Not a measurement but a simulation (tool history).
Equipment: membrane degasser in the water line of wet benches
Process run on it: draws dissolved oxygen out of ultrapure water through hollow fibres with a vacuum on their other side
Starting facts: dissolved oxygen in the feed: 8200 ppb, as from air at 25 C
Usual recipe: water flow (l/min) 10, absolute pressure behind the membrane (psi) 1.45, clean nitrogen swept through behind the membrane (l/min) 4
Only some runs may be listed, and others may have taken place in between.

run	day	water flow (l/min)	absolute pressure behind the membrane (psi)	clean nitrogen swept through behind the membrane (l/min)	dissolved oxygen in the water behind the degasser (ppb)	pressure that the water loses in the fibres (psi)
1	0	10	1.45	4	45.3	6.464
2	3.304	10	1.45	4	46	6.459
3	6.288	10	1.45	4	46	6.461
4	10.471	10	1.45	4.53	41.4	6.47
5	12.846	10	1.45	4.53	40.5	6.376
6	14.817	12	1.45	4.53	51.5	7.703
7	17.458	12	1.45	4.53	51.5	7.748
8	20.612	12	1.45	4.53	51.7	7.806
9	23.671	12	3.47	4.53	142.2	7.732
10	25.821	12	3.47	4.53	141.4	7.697
11	27.908	12	3.47	4.53	141.5	7.781
12	30.175	12	3.47	4.53	141.4	7.732
13	34.862	12	3.47	4.53	142.4	7.732
14	39.588	12	3.47	4.53	140.7	7.687
15	42.667	10	1.45	2.85	62.5	6.477
16	45.517	8	1.45	4	36.1	5.078

Forecast run 17:
17	48.592	14	1.54	5.14	?	?

For run 17 the tool returned dissolved oxygen in the water behind the degasser (ppb) 61.4, pressure that the water loses in the fibres (psi) 9.049.
Without the tool's hidden state the same run would have given dissolved oxygen in the water behind the degasser (ppb) 61.3, pressure that the water loses in the fibres (psi) 9.047.
